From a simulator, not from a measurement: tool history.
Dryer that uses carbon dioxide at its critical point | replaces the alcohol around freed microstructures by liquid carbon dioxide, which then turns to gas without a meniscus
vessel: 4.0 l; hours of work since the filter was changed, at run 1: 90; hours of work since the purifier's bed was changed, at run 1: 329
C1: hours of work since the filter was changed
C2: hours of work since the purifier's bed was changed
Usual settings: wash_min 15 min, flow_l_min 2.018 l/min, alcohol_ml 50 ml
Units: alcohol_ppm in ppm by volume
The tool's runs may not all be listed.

Run 1, hour 0: usual settings; C1 90; C2 329. Result: alcohol_ppm 48 ppm by volume.
Run 2, hour 39.5: usual settings; C1 105; C2 345. Result: alcohol_ppm 61 ppm by volume.
Run 3, hour 78.3: usual settings; C1 121; C2 360. Result: alcohol_ppm 61 ppm by volume.
Run 4, hour 115.1: usual settings; C1 136; C2 375. Result: alcohol_ppm 61 ppm by volume.
Run 5, hour 159.4: usual settings; C1 153; C2 393. Result: alcohol_ppm 65 ppm by volume.
Run 6, hour 181.5: usual settings; C1 162; C2 402. Result: alcohol_ppm 61 ppm by volume.
Run 7, hour 206.8: usual settings; C1 172; C2 412. Result: alcohol_ppm 55 ppm by volume.
Run 8, hour 247.3: usual settings; C1 189; C2 428. Result: alcohol_ppm 68 ppm by volume.
Run 9, hour 296.9: usual settings but alcohol_ml 37 ml; C1 208; C2 448. Result: alcohol_ppm 60 ppm by volume.
Run 10, hour 324.3: usual settings; C1 219; C2 459. Result: alcohol_ppm 75 ppm by volume.
Run 11, hour 369: usual settings; C1 237; C2 477. Result: alcohol_ppm 69 ppm by volume.
Run 12, hour 421.4: usual settings but wash_min 21 min; C1 258; C2 498. Result: alcohol_ppm 43 ppm by volume.
At hour 446.6: inlet filter changed.
Run 13, hour 455.6: usual settings but flow_l_min 1.53 l/min; C1 4; C2 511. Result: alcohol_ppm 137 ppm by volume.
Run 14, hour 489: usual settings but wash_min 18 min, flow_l_min 2.46 l/min, alcohol_ml 105 ml; C1 17; C2 524. Result: alcohol_ppm 46 ppm by volume.
Run 15, hour 523.9: usual settings but wash_min 9 min, flow_l_min 1.71 l/min, alcohol_ml 40 ml; C1 31; C2 538. Result: alcohol_ppm 417 ppm by volume.
Run 16, hour 570.6: usual settings but wash_min 9 min, flow_l_min 1.71 l/min, alcohol_ml 40 ml; C1 50; C2 557. Result: alcohol_ppm 440 ppm by volume.
Run 17, hour 617.4: usual settings but wash_min 13 min, flow_l_min 2.34 l/min, alcohol_ml 25 ml; C1 68; C2 576. Result: alcohol_ppm 61 ppm by volume.
Run 18, hour 657.5: usual settings but wash_min 13 min, flow_l_min 2.34 l/min, alcohol_ml 25 ml; C1 85; C2 592. Result: alcohol_ppm 55 ppm by volume.
Run 19, hour 711: usual settings but wash_min 13 min, flow_l_min 2.34 l/min, alcohol_ml 26 ml; C1 106; C2 613. Result: alcohol_ppm 59 ppm by volume.
Run 20, hour 736.1: usual settings but wash_min 13 min, flow_l_min 2.34 l/min, alcohol_ml 26 ml; C1 116; C2 624. Result: alcohol_ppm 57 ppm by volume.
Run 21, hour 776.6: usual settings but wash_min 23 min, flow_l_min 2.51 l/min, alcohol_ml 94 ml; C1 132; C2 640. Result: alcohol_ppm 44 ppm by volume.
Run 22, hour 817.6: usual settings but wash_min 9 min, flow_l_min 3.26 l/min, alcohol_ml 27 ml; C1 149; C2 656. Result: alcohol_ppm 65 ppm by volume.
Run 23, hour 858.3: usual settings but wash_min 9 min, flow_l_min 1.47 l/min, alcohol_ml 83 ml; C1 165; C2 672. Result: alcohol_ppm 1455 ppm by volume.
Run 24, hour 890: usual settings but wash_min 21 min, flow_l_min 2.51 l/min, alcohol_ml 83 ml; C1 178; C2 685. Result: alcohol_ppm 36 ppm by volume.

Run 25 comes next. What will it give?
Run 25, hour 931.7: usual settings but wash_min 21 min, flow_l_min 2.51 l/min, alcohol_ml 83 ml; C1 194; C2 702. Result: alcohol_ppm ?.

{"run 25": {"alcohol_ppm": 42}}
Without the tool's hidden state the same run would have given alcohol_ppm 0 ppm by volume.
